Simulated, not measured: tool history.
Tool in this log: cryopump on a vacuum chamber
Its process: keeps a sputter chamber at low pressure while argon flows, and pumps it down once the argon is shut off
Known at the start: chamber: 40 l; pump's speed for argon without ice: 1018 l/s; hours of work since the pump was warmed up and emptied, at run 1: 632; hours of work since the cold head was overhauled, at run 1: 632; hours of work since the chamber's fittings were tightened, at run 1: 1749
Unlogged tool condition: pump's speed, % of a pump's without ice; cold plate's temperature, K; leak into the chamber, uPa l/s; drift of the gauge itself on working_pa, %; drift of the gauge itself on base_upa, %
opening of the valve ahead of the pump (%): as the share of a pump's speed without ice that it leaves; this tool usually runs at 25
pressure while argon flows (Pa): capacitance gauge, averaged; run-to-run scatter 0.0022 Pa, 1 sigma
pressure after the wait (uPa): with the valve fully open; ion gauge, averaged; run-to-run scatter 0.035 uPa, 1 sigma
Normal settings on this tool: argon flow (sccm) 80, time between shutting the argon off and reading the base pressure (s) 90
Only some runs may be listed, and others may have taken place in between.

run,hour,argon flow (sccm),time between shutting the argon off and reading the base pressure (s),opening of the valve ahead of the pump (%),hours of work since the pump was warmed up and emptied,hours of work since the cold head was overhauled,hours of work since the chamber's fittings were tightened,pressure while argon flows (Pa),pressure after the wait (uPa)
1,0.0,80,90,25,632,632,1749,0.5592,3.34
2,19.9,80,90,25,649,649,1766,0.5631,3.29
3,41.6,80,90,25,668,668,1784,0.5613,3.42
4,72.8,80,90,25,694,694,1811,0.5616,3.40
5,104.3,80,90,25,721,721,1838,0.5641,3.59
6,131.0,80,90,25,744,744,1861,0.5637,3.48
7,161.8,80,90,25,770,770,1887,0.5704,3.61
8,187.0,80,90,25,792,792,1909,0.5674,3.55
9,214.4,118,204,51,815,815,1932,0.4423,2.77
10,241.6,118,204,51,838,838,1955,0.4458,2.79
11,264.9,85,90,44,858,858,1975,0.3635,3.80
12,287.8,80,78,51,878,878,1995,0.3021,3.91
13,320.7,35,90,18,906,906,2023,0.3423,3.77
# hour 344.3: pump warmed up, emptied and cooled again
14,353.7,100,30,44,8,930,2047,0.3789,6.37
15,388.0,100,30,44,37,959,2076,0.3796,6.54

Forecast each of these 5 alternatives for the next run:
A,402.7,77,95,44,50,972,2089,?,?
B,402.7,100,246,44,50,972,2089,?,?
C,402.7,106,90,31,50,972,2089,?,?
D,402.7,50,38,17,50,972,2089,?,?
E,402.7,100,45,30,50,972,2089,?,?

run,pressure while argon flows (Pa),pressure after the wait (uPa)
A,0.2956,3.13
B,0.3795,2.29
C,0.5687,3.26
D,0.4894,5.44
E,0.5572,4.95
Take away the tool's hidden state, keep each run's random variation, and the runs would have read:
run,pressure while argon flows (Pa),pressure after the wait (uPa)
A,0.2926,1.77
B,0.3757,0.90
C,0.5646,1.88
D,0.4874,4.06
E,0.5533,3.54
